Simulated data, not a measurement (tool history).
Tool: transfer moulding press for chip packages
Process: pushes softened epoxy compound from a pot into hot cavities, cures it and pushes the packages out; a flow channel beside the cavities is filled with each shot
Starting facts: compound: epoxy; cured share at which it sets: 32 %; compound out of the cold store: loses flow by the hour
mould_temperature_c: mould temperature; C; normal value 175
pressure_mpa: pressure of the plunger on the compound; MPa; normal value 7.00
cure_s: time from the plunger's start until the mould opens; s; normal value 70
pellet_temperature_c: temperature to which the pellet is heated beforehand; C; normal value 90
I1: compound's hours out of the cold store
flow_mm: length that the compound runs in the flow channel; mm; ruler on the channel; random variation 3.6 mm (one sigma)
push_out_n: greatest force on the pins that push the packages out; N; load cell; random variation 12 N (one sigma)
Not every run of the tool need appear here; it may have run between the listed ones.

{"run": 1, "hour": 0.0, "mould_temperature_c": 175, "pressure_mpa": 7.0, "cure_s": 70, "pellet_temperature_c": 90, "I1": 15.2, "flow_mm": 634, "push_out_n": 692}
{"run": 2, "hour": 8.5, "mould_temperature_c": 175, "pressure_mpa": 7.0, "cure_s": 70, "pellet_temperature_c": 90, "I1": 19.8, "flow_mm": 607, "push_out_n": 564}
{"run": 3, "hour": 17.0, "mould_temperature_c": 175, "pressure_mpa": 7.0, "cure_s": 70, "pellet_temperature_c": 84, "I1": 8.9, "flow_mm": 640, "push_out_n": 666}
{"run": 4, "hour": 25.4, "mould_temperature_c": 175, "pressure_mpa": 7.0, "cure_s": 70, "pellet_temperature_c": 90, "I1": 33.2, "flow_mm": 557, "push_out_n": 601}
{"run": 5, "hour": 34.0, "mould_temperature_c": 175, "pressure_mpa": 7.0, "cure_s": 70, "pellet_temperature_c": 100, "I1": 37.8, "flow_mm": 544, "push_out_n": 623}
{"run": 6, "hour": 43.2, "mould_temperature_c": 174, "pressure_mpa": 7.0, "cure_s": 77, "pellet_temperature_c": 86, "I1": 30.6, "flow_mm": 570, "push_out_n": 480}
{"run": 7, "hour": 50.1, "mould_temperature_c": 175, "pressure_mpa": 5.36, "cure_s": 87, "pellet_temperature_c": 90, "I1": 21.5, "flow_mm": 524, "push_out_n": 438}
{"run": 8, "hour": 60.8, "mould_temperature_c": 175, "pressure_mpa": 6.01, "cure_s": 70, "pellet_temperature_c": 82, "I1": 22.5, "flow_mm": 559, "push_out_n": 689}
{"run": 9, "hour": 68.9, "mould_temperature_c": 181, "pressure_mpa": 5.31, "cure_s": 70, "pellet_temperature_c": 86, "I1": 44.2, "flow_mm": 445, "push_out_n": 489}
{"run": 10, "hour": 82.9, "mould_temperature_c": 175, "pressure_mpa": 7.74, "cure_s": 70, "pellet_temperature_c": 90, "I1": 46.9, "flow_mm": 537, "push_out_n": 543}

Not shown here: 3 entries made in the log between runs. Locate each between two listed runs and compare the hidden state at the listed run before it with the hidden state at the listed run after it:
Logged between run 1 and run 2: cavities cleaned with cleaning compound and waxed (hour 6.2)
  true mould temperature over the reading, C: 0.3 -> 0.31; pressure that reaches the compound, % of what is set: 96.16 -> 95.83; grip of the stained cavities, % over clean ones': 25.5 -> 2.6
  the result without the hidden state subtracted from the measured one, flow_mm: -13 -> -13 mm; push_out_n: +129 -> +3 N
Logged between run 5 and run 6: cavities cleaned with cleaning compound and waxed (hour 41.6)
  true mould temperature over the reading, C: 0.33 -> 0.34; pressure that reaches the compound, % of what is set: 94.68 -> 94.32; grip of the stained cavities, % over clean ones': 25.3 -> 5.1
  the result without the hidden state subtracted from the measured one, flow_mm: -16 -> -17 mm; push_out_n: +116 -> +15 N
Logged between run 9 and run 10: cavities cleaned with cleaning compound and waxed (hour 76.5)
  true mould temperature over the reading, C: 0.36 -> 0.37; pressure that reaches the compound, % of what is set: 93.12 -> 92.52; grip of the stained cavities, % over clean ones': 27.4 -> 10.3
  the result without the hidden state subtracted from the measured one, flow_mm: -16 -> -22 mm; push_out_n: +103 -> +40 N

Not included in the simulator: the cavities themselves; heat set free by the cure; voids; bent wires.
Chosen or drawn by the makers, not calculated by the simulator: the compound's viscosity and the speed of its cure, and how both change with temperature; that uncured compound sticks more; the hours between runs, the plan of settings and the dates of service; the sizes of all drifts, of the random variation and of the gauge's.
